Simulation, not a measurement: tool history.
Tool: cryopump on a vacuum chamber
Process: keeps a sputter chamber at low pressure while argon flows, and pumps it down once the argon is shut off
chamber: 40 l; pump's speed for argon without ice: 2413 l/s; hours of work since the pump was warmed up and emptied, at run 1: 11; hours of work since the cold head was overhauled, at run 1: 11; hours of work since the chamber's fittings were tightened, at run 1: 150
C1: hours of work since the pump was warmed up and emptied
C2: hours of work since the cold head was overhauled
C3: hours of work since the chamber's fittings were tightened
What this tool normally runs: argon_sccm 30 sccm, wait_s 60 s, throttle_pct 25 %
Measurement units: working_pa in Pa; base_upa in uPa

Run 1, hour 0: usual settings; C1 11; C2 11; C3 150. Result: working_pa 0.0837 Pa, base_upa 0.7 uPa.
Run 2, hour 16.9: usual settings but argon_sccm 26 sccm; C1 18; C2 18; C3 158. Result: working_pa 0.0732 Pa, base_upa 0.74 uPa.
Run 3, hour 31: usual settings but argon_sccm 26 sccm; C1 24; C2 24; C3 164. Result: working_pa 0.0727 Pa, base_upa 0.73 uPa.
Run 4, hour 55.3: usual settings but argon_sccm 26 sccm; C1 35; C2 35; C3 175. Result: working_pa 0.0729 Pa, base_upa 0.75 uPa.
Run 5, hour 68.8: usual settings but argon_sccm 26 sccm; C1 41; C2 41; C3 181. Result: working_pa 0.0726 Pa, base_upa 0.77 uPa.
Run 6, hour 92.4: usual settings but argon_sccm 26 sccm; C1 52; C2 52; C3 192. Result: working_pa 0.0732 Pa, base_upa 0.73 uPa.
Run 7, hour 112.2: usual settings but argon_sccm 26 sccm; C1 61; C2 61; C3 200. Result: working_pa 0.0731 Pa, base_upa 0.8 uPa.
Run 8, hour 126.7: usual settings but argon_sccm 26 sccm; C1 67; C2 67; C3 207. Result: working_pa 0.0739 Pa, base_upa 0.75 uPa.
Run 9, hour 144.2: usual settings but argon_sccm 26 sccm; C1 75; C2 75; C3 215. Result: working_pa 0.0724 Pa, base_upa 0.81 uPa.
Run 10, hour 169.6: usual settings; C1 86; C2 86; C3 226. Result: working_pa 0.0846 Pa, base_upa 0.77 uPa.
Run 11, hour 191.3: usual settings; C1 96; C2 96; C3 236. Result: working_pa 0.0844 Pa, base_upa 0.8 uPa.
Run 12, hour 204.9: usual settings but wait_s 21 s; C1 102; C2 102; C3 242. Result: working_pa 0.0851 Pa, base_upa 1.67 uPa.
Run 13, hour 224.3: usual settings; C1 111; C2 111; C3 250. Result: working_pa 0.0843 Pa, base_upa 0.82 uPa.
Run 14, hour 240.8: usual settings but wait_s 68 s; C1 118; C2 118; C3 258. Result: working_pa 0.0852 Pa, base_upa 0.75 uPa.
Run 15, hour 256.7: usual settings but wait_s 68 s; C1 125; C2 125; C3 265. Result: working_pa 0.0847 Pa, base_upa 0.8 uPa.
Run 16, hour 277.6: usual settings; C1 134; C2 134; C3 274. Result: working_pa 0.0854 Pa, base_upa 0.83 uPa.
Run 17, hour 291.9: usual settings; C1 141; C2 141; C3 280. Result: working_pa 0.0849 Pa, base_upa 0.83 uPa.
Run 18, hour 305.4: usual settings; C1 147; C2 147; C3 286. Result: working_pa 0.0847 Pa, base_upa 0.79 uPa.
Run 19, hour 328.1: usual settings; C1 157; C2 157; C3 296. Result: working_pa 0.085 Pa, base_upa 0.83 uPa.
Run 20, hour 344.7: usual settings but wait_s 62 s, throttle_pct 23 %; C1 164; C2 164; C3 304. Result: working_pa 0.0924 Pa, base_upa 0.81 uPa.
Run 21, hour 365.8: usual settings but argon_sccm 52 sccm, throttle_pct 45 %; C1 174; C2 174; C3 313. Result: working_pa 0.0829 Pa, base_upa 0.84 uPa.
Run 22, hour 386.7: usual settings but argon_sccm 52 sccm, throttle_pct 45 %; C1 183; C2 183; C3 323. Result: working_pa 0.0838 Pa, base_upa 0.81 uPa.
Run 23, hour 405.1: usual settings but argon_sccm 28 sccm, wait_s 99 s, throttle_pct 31 %; C1 191; C2 191; C3 331. Result: working_pa 0.0647 Pa, base_upa 0.67 uPa.
Run 24, hour 417.5: usual settings but argon_sccm 34 sccm; C1 197; C2 197; C3 336. Result: working_pa 0.098 Pa, base_upa 0.88 uPa.
Run 25, hour 441.3: usual settings but argon_sccm 34 sccm, wait_s 58 s, throttle_pct 55 %; C1 207; C2 207; C3 347. Result: working_pa 0.0451 Pa, base_upa 0.89 uPa.
Run 26, hour 456: usual settings but argon_sccm 41 sccm, wait_s 35 s, throttle_pct 18 %; C1 214; C2 214; C3 353. Result: working_pa 0.1619 Pa, base_upa 1.22 uPa.
Run 27, hour 468.6: usual settings but argon_sccm 49 sccm, wait_s 36 s, throttle_pct 21 %; C1 219; C2 219; C3 359. Result: working_pa 0.1661 Pa, base_upa 1.21 uPa.
Run 28, hour 493: usual settings but argon_sccm 34 sccm, wait_s 138 s; C1 230; C2 230; C3 370. Result: working_pa 0.0968 Pa, base_upa 0.62 uPa.
Run 29, hour 518.3: usual settings but argon_sccm 34 sccm, wait_s 198 s; C1 242; C2 242; C3 381. Result: working_pa 0.0973 Pa, base_upa 0.55 uPa.
Run 30, hour 536.9: usual settings but argon_sccm 53 sccm, wait_s 52 s, throttle_pct 17 %; C1 250; C2 250; C3 389. Result: working_pa 0.2218 Pa, base_upa 1.02 uPa.
Run 31, hour 562.4: usual settings but argon_sccm 24 sccm, wait_s 297 s, throttle_pct 35 %; C1 261; C2 261; C3 401. Result: working_pa 0.0497 Pa, base_upa 0.54 uPa.
Run 32, hour 584.1: usual settings but argon_sccm 29 sccm, wait_s 42 s, throttle_pct 16 %; C1 271; C2 271; C3 410. Result: working_pa 0.1281 Pa, base_upa 1.13 uPa.
Run 33, hour 605.7: usual settings but argon_sccm 29 sccm, wait_s 114 s, throttle_pct 16 %; C1 280; C2 280; C3 420. Result: working_pa 0.1297 Pa, base_upa 0.7 uPa.
Run 34, hour 622.6: usual settings but argon_sccm 29 sccm, wait_s 114 s, throttle_pct 16 %; C1 288; C2 288; C3 428. Result: working_pa 0.129 Pa, base_upa 0.69 uPa.

Some steps in working_pa, run to run, broken into two amounts with sign: the step expected even without the hidden condition (settings, incoming material, random variation), and the rest, left for the hidden condition together with whatever gauge scatter is not in both the measured and the hidden-condition-free result:
Hidden conditions of the tool in this case: pump's speed, % of a pump's without ice; cold plate's temperature, K; leak into the chamber, uPa l/s; drift of the gauge itself on working_pa, %; drift of the gauge itself on base_upa, %.
Run 20 -> 21: argon_sccm 30 -> 52, wait_s 62 -> 60, throttle_pct 23 -> 45. working_pa -0.0095 Pa: hidden state +0.0011, all else -0.0106.
Run 25 -> 26: argon_sccm 34 -> 41, wait_s 58 -> 35, throttle_pct 55 -> 18. working_pa +0.1168 Pa: hidden state +0.0006, all else +0.1162.
Run 29 -> 30: argon_sccm 34 -> 53, wait_s 198 -> 52, throttle_pct 25 -> 17. working_pa +0.1245 Pa: hidden state +0.0013, all else +0.1232.
Run 30 -> 31: argon_sccm 53 -> 24, wait_s 52 -> 297, throttle_pct 17 -> 35. working_pa -0.1721 Pa: hidden state -0.0019, all else -0.1702.
